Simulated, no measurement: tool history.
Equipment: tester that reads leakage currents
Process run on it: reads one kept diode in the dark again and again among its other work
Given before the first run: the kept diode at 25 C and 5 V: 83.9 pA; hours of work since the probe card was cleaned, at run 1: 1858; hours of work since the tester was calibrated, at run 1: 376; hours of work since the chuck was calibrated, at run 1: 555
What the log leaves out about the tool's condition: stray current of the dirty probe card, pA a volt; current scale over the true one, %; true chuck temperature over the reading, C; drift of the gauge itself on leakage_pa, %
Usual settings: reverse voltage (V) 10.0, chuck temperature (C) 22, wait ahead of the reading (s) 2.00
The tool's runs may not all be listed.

run   hour  reverse voltage (V)  chuck temperature (C)  wait ahead of the reading (s)  hours of work since the probe card was cleaned  hours of work since the tester was calibrated  hours of work since the chuck was calibrated  current that the tester gives (pA)
  1    0.0                 10.0                     22                           2.00                                            1858                                            376                                           555                               96.87
  2   29.6                 10.0                     22                           2.00                                            1876                                            394                                           573                               97.26
  3   51.5                 10.0                     22                           2.00                                            1889                                            408                                           586                               97.38
  4   70.9                 10.0                     22                           2.00                                            1901                                            420                                           598                               96.99
  5   96.8                 10.0                     22                           2.00                                            1917                                            435                                           614                               97.46
  6  125.7                 10.0                     21                           2.00                                            1935                                            453                                           631                               91.39
  7  144.3                 10.0                     31                           2.00                                            1946                                            464                                           643                              178.11
  8  175.0                 10.0                     31                           2.00                                            1965                                            483                                           661                              178.73
  9  188.5                 10.0                     31                           2.00                                            1973                                            491                                           670                              179.36
 10  217.5                 10.0                     31                           2.00                                            1991                                            509                                           687                              178.64
 11  246.6                 10.0                     31                           2.00                                            2008                                            527                                           705                              178.56
 12  262.8                 10.0                     31                           2.00                                            2018                                            537                                           715                              179.02
 13  276.6                 11.2                     22                           2.00                                            2027                                            545                                           723                              103.24
 14  299.4                 11.2                     22                           2.00                                            2041                                            559                                           737                              103.86
 15  323.7                 10.0                     22                           2.00                                            2055                                            574                                           752                               99.44
 16  337.8                  2.0                     22                           2.00                                            2064                                            582                                           761                               54.83
 17  362.3                  2.0                     22                           2.00                                            2079                                            597                                           776                               54.57
 18  393.0                  2.0                     22                           2.00                                            2098                                            616                                           794                               54.98
 19  408.2                  2.0                     22                           2.00                                            2107                                            625                                           804                               55.07
 20  427.1                  2.0                     22                           2.00                                            2119                                            637                                           815                               54.72
 21  441.9                  2.0                     22                           2.00                                            2128                                            646                                           824                               55.06
 22  470.5                  6.6                     41                           0.31                                            2145                                            663                                           842                              305.17
 23  500.9                  2.3                     35                           0.72                                            2164                                            682                                           860                              142.49
 24  524.7                  2.3                     35                           0.72                                            2178                                            697                                           875                              142.21
 25  544.5                  1.5                     21                           0.50                                            2190                                            709                                           887                               47.25
 26  558.1                  1.5                     21                           0.50                                            2199                                            717                                           895                               47.14
 27  577.2                 10.0                     36                           4.98                                            2210                                            729                                           907                              251.45
 28  607.8                  3.5                     29                           4.47                                            2229                                            747                                           926                              109.43

Run 29 is up next; what results do you expect?
 29  625.6                  1.7                     21                           6.08                                            2240                                            758                                           936                                   ?

{"run 29": {"current that the tester gives (pA)": 48.78}}
Had the tool carried no hidden state, the very same run would have given current that the tester gives (pA) 43.98.
